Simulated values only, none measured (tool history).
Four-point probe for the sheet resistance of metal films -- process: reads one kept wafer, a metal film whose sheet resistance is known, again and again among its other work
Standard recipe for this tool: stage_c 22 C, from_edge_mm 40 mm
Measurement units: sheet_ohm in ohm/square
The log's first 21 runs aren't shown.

run	day	stage_c	from_edge_mm	sheet_ohm
22	86.133	26	40	1.292328
23	91.2	26	40	1.291849
24	94.575	26	17	1.292156
25	99.95	20	53	1.293747
26	102.471	20	53	1.293197
27	106.296	20	53	1.292791
# day 108.312: new probe head fitted
28	109.446	26	9	1.306895
29	113.8	26	9	1.307
30	117.638	26	9	1.306936
31	119.958	31	62	1.300345
32	123.629	31	4	1.317461
33	128.442	28	4	1.318444
34	133.254	19	4	1.322116
35	138.308	23	4	1.319466
36	143.604	23	47	1.302135
37	146.588	31	17	1.299479
38	151.5	32	16	1.298481
39	155.8	32	16	1.297819
40	159.983	23	37	1.30058
41	162.996	19	40	1.302265
# day 165.292: stage's thermometer calibrated
42	166.258	19	40	1.298456
43	171.204	34	28	1.292701
44	173.783	21	4	1.31478
45	176.362	21	4	1.314412

Branching from run 45: 3 alternative next runs. What would each branch give?
A	179.642	21	12	?
B	179.642	27	14	?
C	179.642	26	59	?

run	sheet_ohm
A	1.29845
B	1.295506
C	1.295338
Without the tool's unlogged condition, the same runs would have read:
run	sheet_ohm
A	1.305349
B	1.302404
C	1.302233

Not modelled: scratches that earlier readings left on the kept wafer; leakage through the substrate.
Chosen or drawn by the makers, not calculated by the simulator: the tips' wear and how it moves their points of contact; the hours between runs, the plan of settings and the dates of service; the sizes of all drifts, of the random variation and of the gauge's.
